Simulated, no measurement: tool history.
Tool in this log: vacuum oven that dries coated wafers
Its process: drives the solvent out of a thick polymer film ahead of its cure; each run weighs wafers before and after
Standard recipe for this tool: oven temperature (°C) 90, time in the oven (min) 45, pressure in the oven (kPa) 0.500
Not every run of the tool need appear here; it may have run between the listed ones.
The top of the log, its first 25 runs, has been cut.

Run 26, day 31.162: usual settings but oven temperature (°C) 99, time in the oven (min) 39, pressure in the oven (kPa) 1.225. Result: solvent left in the film (%) 0.98.
Run 27, day 32.775: usual settings but oven temperature (°C) 99, time in the oven (min) 39, pressure in the oven (kPa) 1.225. Result: solvent left in the film (%) 1.04.
At day 33.538: oven's thermocouples calibrated, once more.
Run 28, day 34.062: usual settings but oven temperature (°C) 103. Result: solvent left in the film (%) 0.39.
Run 29, day 35.108: usual settings but oven temperature (°C) 93, pressure in the oven (kPa) 0.911. Result: solvent left in the film (%) 1.23.
Run 30, day 36.354: usual settings but oven temperature (°C) 99, pressure in the oven (kPa) 0.911. Result: solvent left in the film (%) 0.80.
Run 31, day 37.383: usual settings but time in the oven (min) 24, pressure in the oven (kPa) 0.308. Result: solvent left in the film (%) 3.33.
Run 32, day 38.550: usual settings but oven temperature (°C) 105, time in the oven (min) 62, pressure in the oven (kPa) 0.464. Result: solvent left in the film (%) 0.42.
Run 33, day 40.246: usual settings but oven temperature (°C) 105, time in the oven (min) 62, pressure in the oven (kPa) 0.464. Result: solvent left in the film (%) 0.38.
Run 34, day 41.283: usual settings but time in the oven (min) 23, pressure in the oven (kPa) 0.255. Result: solvent left in the film (%) 3.46.
Run 35, day 42.238: usual settings but time in the oven (min) 43, pressure in the oven (kPa) 0.563. Result: solvent left in the film (%) 1.38.
Run 36, day 42.967: usual settings but oven temperature (°C) 102, time in the oven (min) 41, pressure in the oven (kPa) 1.405. Result: solvent left in the film (%) 1.02.
Run 37, day 44.379: usual settings but oven temperature (°C) 102, time in the oven (min) 41, pressure in the oven (kPa) 1.405. Result: solvent left in the film (%) 1.00.
Run 38, day 45.871: usual settings but oven temperature (°C) 102, time in the oven (min) 41, pressure in the oven (kPa) 1.405. Result: solvent left in the film (%) 0.98.
Run 39, day 46.862: usual settings but oven temperature (°C) 101, time in the oven (min) 36, pressure in the oven (kPa) 1.529. Result: solvent left in the film (%) 1.29.
Run 40, day 48.617: usual settings but oven temperature (°C) 83, time in the oven (min) 32. Result: solvent left in the film (%) 3.67.

5 options for the next run, each taken on its own from the tool as it stands now. Forecast them:
Run A, day 49.821: usual settings but oven temperature (°C) 101, time in the oven (min) 32, pressure in the oven (kPa) 1.075. Result: solvent left in the film (%) ?.
Run B, day 49.821: usual settings but oven temperature (°C) 80, time in the oven (min) 75. Result: solvent left in the film (%) ?.
Run C, day 49.821: usual settings but oven temperature (°C) 83, time in the oven (min) 32, pressure in the oven (kPa) 0.975. Result: solvent left in the film (%) ?.
Run D, day 49.821: usual settings but oven temperature (°C) 98, time in the oven (min) 55. Result: solvent left in the film (%) ?.
Run E, day 49.821: usual settings but oven temperature (°C) 82, time in the oven (min) 75. Result: solvent left in the film (%) ?.

run  solvent left in the film (%)
  A                          1.17
  B                          1.45
  C                          4.11
  D                          0.55
  E                          1.18
Without the tool's unlogged condition, the same runs would have read:
run  solvent left in the film (%)
  A                          1.08
  B                          1.21
  C                          3.98
  D                          0.41
  E                          0.95
